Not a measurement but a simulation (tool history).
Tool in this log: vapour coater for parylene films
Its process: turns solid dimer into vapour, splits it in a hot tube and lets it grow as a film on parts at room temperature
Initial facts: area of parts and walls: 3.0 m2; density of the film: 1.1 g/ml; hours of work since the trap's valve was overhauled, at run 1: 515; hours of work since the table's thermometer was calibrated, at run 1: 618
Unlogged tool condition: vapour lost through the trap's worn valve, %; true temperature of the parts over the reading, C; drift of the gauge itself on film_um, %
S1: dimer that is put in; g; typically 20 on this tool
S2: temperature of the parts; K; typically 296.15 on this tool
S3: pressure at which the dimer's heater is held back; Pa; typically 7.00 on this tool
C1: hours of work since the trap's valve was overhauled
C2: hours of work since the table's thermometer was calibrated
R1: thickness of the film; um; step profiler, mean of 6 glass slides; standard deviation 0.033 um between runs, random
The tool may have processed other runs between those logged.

run	hour	S1	S2	S3	C1	C2	R1
1	0.0	20	296.15	7.00	515	618	3.32
# hour 33.1: trap's valve overhauled
2	42.4	20	296.15	7.00	7	648	3.33
3	114.8	20	302.15	7.00	63	704	2.94
4	165.4	20	296.15	7.00	102	743	3.27
5	210.3	20	296.15	7.00	137	777	3.31
6	250.0	20	296.15	7.00	168	808	3.30
7	320.9	29	296.15	7.00	222	863	4.85
8	361.5	29	296.15	7.00	254	894	4.73
9	396.3	29	296.15	7.00	281	921	4.76
10	449.1	32	296.15	7.00	321	962	5.22
11	490.6	15	296.15	7.00	354	994	2.45
12	554.1	26	288.15	5.05	403	1043	5.35
13	608.4	26	298.15	4.28	445	1085	4.45
14	662.9	26	298.15	4.28	487	1127	4.48
15	696.4	15	289.15	7.00	513	1153	2.83
# hour 729.9: trap's valve overhauled
16	754.2	28	289.15	7.00	19	1194	5.34
17	796.7	20	303.15	7.00	52	1227	2.88
18	836.6	10	289.15	7.00	82	1258	1.93
19	880.7	8	295.15	8.09	117	1292	1.34
20	921.2	24	308.15	2.72	148	1324	3.59
21	976.2	24	308.15	2.72	190	1366	3.67
# hour 1002.1: table's thermometer calibrated
22	1007.4	24	308.15	2.72	214	4	3.64

What if the next run were any one of these 3? Each begins from the tool's condition after run 22:
A	1075.7	33	291.15	2.72	266	57	?
B	1075.7	33	294.15	7.00	266	57	?
C	1075.7	20	288.15	9.13	266	57	?

run	R1
A	7.09
B	5.66
C	3.79
Had the tool no hidden state, the same runs would have come out as:
run	R1
A	7.10
B	5.67
C	3.80
